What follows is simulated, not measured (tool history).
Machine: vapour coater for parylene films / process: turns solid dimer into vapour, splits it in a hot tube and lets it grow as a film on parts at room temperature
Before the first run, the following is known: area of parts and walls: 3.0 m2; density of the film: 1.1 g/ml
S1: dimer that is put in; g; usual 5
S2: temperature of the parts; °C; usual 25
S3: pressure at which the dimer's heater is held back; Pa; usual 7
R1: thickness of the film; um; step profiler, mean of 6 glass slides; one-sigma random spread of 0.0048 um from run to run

{"run": 1, "hour": 0.0, "S1": 5, "S2": 25, "S3": 7, "R1": 0.884}
{"run": 2, "hour": 11.5, "S1": 5, "S2": 21, "S3": 7, "R1": 0.961}
{"run": 3, "hour": 21.2, "S1": 5, "S2": 21, "S3": 7, "R1": 0.965}
{"run": 4, "hour": 34.2, "S1": 3, "S2": 21, "S3": 7, "R1": 0.574}
{"run": 5, "hour": 49.9, "S1": 5, "S2": 21, "S3": 7, "R1": 0.96}
{"run": 6, "hour": 65.1, "S1": 5, "S2": 21, "S3": 7, "R1": 0.963}
{"run": 7, "hour": 73.6, "S1": 5, "S2": 21, "S3": 7, "R1": 0.964}
{"run": 8, "hour": 83.5, "S1": 5, "S2": 21, "S3": 7, "R1": 0.96}
{"run": 9, "hour": 93.9, "S1": 5, "S2": 25, "S3": 7, "R1": 0.897}
{"run": 10, "hour": 102.3, "S1": 5, "S2": 25, "S3": 7.3, "R1": 0.884}
{"run": 11, "hour": 111.8, "S1": 5, "S2": 25, "S3": 7.3, "R1": 0.888}
{"run": 12, "hour": 125.9, "S1": 5, "S2": 25, "S3": 7.3, "R1": 0.875}
{"run": 13, "hour": 133.2, "S1": 5, "S2": 25, "S3": 7, "R1": 0.883}
{"run": 14, "hour": 141.8, "S1": 8, "S2": 25, "S3": 7, "R1": 1.422}
{"run": 15, "hour": 152.8, "S1": 2, "S2": 37, "S3": 10.8, "R1": 0.266}
{"run": 16, "hour": 170.6, "S1": 8, "S2": 23, "S3": 8.19, "R1": 1.433}
{"run": 17, "hour": 179.7, "S1": 3, "S2": 17, "S3": 4.33, "R1": 0.675}
{"run": 18, "hour": 193.9, "S1": 5, "S2": 23, "S3": 11.08, "R1": 0.849}
{"run": 19, "hour": 202.9, "S1": 5, "S2": 23, "S3": 11.08, "R1": 0.837}
{"run": 20, "hour": 215.6, "S1": 5, "S2": 23, "S3": 11.08, "R1": 0.836}
{"run": 21, "hour": 229.3, "S1": 5, "S2": 33, "S3": 7.01, "R1": 0.759}
{"run": 22, "hour": 244.4, "S1": 2, "S2": 33, "S3": 2.31, "R1": 0.379}
{"run": 23, "hour": 257.1, "S1": 2, "S2": 33, "S3": 2.31, "R1": 0.372}
{"run": 24, "hour": 269.1, "S1": 2, "S2": 17, "S3": 3.95, "R1": 0.461}
{"run": 25, "hour": 277.4, "S1": 5, "S2": 20, "S3": 3.98, "R1": 1.07}
{"run": 26, "hour": 286.2, "S1": 7, "S2": 21, "S3": 2.61, "R1": 1.616}
{"run": 27, "hour": 295.8, "S1": 5, "S2": 25, "S3": 4.35, "R1": 0.957}

Here are 4 independent what-if runs from the current tool condition. What would each one return?
{"run": "A", "hour": 313.6, "S1": 5, "S2": 37, "S3": 10.33, "R1": "?"}
{"run": "B", "hour": 313.6, "S1": 6, "S2": 25, "S3": 2.92, "R1": "?"}
{"run": "C", "hour": 313.6, "S1": 2, "S2": 26, "S3": 8.58, "R1": "?"}
{"run": "D", "hour": 313.6, "S1": 7, "S2": 22, "S3": 7, "R1": "?"}

run=A R1=0.649
run=B R1=1.245
run=C R1=0.333
run=D R1=1.304
Without the tool's hidden state the same runs would have given:
run=A R1=0.662
run=B R1=1.271
run=C R1=0.34
run=D R1=1.332

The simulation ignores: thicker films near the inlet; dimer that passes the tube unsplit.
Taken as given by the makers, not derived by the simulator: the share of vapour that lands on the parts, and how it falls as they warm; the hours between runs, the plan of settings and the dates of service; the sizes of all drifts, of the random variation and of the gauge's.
